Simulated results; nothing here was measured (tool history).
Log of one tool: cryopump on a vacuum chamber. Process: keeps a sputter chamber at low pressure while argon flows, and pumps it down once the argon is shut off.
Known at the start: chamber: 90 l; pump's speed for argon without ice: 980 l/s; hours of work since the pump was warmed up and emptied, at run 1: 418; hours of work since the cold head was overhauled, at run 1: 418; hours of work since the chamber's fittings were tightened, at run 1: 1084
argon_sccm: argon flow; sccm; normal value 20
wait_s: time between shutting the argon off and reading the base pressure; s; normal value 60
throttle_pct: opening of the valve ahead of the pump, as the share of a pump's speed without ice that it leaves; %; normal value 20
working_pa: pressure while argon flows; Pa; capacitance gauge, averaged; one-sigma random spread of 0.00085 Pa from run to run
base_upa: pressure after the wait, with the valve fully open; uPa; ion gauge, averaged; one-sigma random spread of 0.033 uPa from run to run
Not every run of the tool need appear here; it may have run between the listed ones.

| run | hour | argon_sccm | wait_s | throttle_pct | hours of work since the pump was warmed up and emptied | hours of work since the cold head was overhauled | hours of work since the chamber's fittings were tightened | working_pa | base_upa |
|---|---|---|---|---|---|---|---|---|---|
| 1 | 0.0 | 20 | 60 | 20 | 418 | 418 | 1084 | 0.1776 | 2.33 |
| 2 | 18.6 | 20 | 160 | 20 | 432 | 432 | 1098 | 0.1772 | 1.45 |
| 3 | 34.8 | 9 | 160 | 20 | 444 | 444 | 1110 | 0.0790 | 1.38 |
| 4 | 49.0 | 9 | 160 | 20 | 455 | 455 | 1121 | 0.0791 | 1.44 |
| 5 | 59.0 | 9 | 160 | 20 | 463 | 463 | 1129 | 0.0791 | 1.43 |
| 6 | 72.1 | 9 | 160 | 20 | 473 | 473 | 1139 | 0.0799 | 1.41 |
| 7 | 88.0 | 27 | 160 | 20 | 485 | 485 | 1151 | 0.2382 | 1.50 |
| 8 | 108.0 | 27 | 160 | 20 | 500 | 500 | 1166 | 0.2392 | 1.46 |
| 9 | 121.3 | 13 | 90 | 20 | 510 | 510 | 1176 | 0.1149 | 1.94 |
| 10 | 134.2 | 11 | 90 | 20 | 520 | 520 | 1186 | 0.0975 | 1.86 |
| 11 | 152.9 | 11 | 182 | 20 | 535 | 535 | 1200 | 0.0985 | 1.45 |
| 12 | 172.9 | 24 | 182 | 29 | 550 | 550 | 1216 | 0.1499 | 1.43 |
| 13 | 184.5 | 34 | 182 | 18 | 559 | 559 | 1225 | 0.3367 | 1.40 |
| 14 | 195.1 | 18 | 182 | 18 | 567 | 567 | 1233 | 0.1790 | 1.44 |
| 15 | 210.1 | 26 | 23 | 31 | 578 | 578 | 1244 | 0.1518 | 4.72 |
| 16 | 230.9 | 14 | 70 | 55 | 594 | 594 | 1260 | 0.0486 | 2.26 |

Branching from run 16: 5 alternative next runs. What would each branch give?
| A | 249.9 | 13 | 220 | 16 | 609 | 609 | 1275 | ? | ? |
| B | 249.9 | 14 | 70 | 22 | 609 | 609 | 1275 | ? | ? |
| C | 249.9 | 20 | 266 | 20 | 609 | 609 | 1275 | ? | ? |
| D | 249.9 | 14 | 48 | 55 | 609 | 609 | 1275 | ? | ? |
| E | 249.9 | 19 | 29 | 27 | 609 | 609 | 1275 | ? | ? |

| run | working_pa | base_upa |
|---|---|---|
| A | 0.1437 | 1.36 |
| B | 0.1145 | 2.19 |
| C | 0.1789 | 1.33 |
| D | 0.0481 | 2.73 |
| E | 0.1254 | 4.07 |
Stripped of hidden state, with their random variation kept, the same runs would have yielded:
| run | working_pa | base_upa |
|---|---|---|
| A | 0.1399 | 0.67 |
| B | 0.1103 | 1.49 |
| C | 0.1730 | 0.63 |
| D | 0.0440 | 2.05 |
| E | 0.1198 | 3.36 |
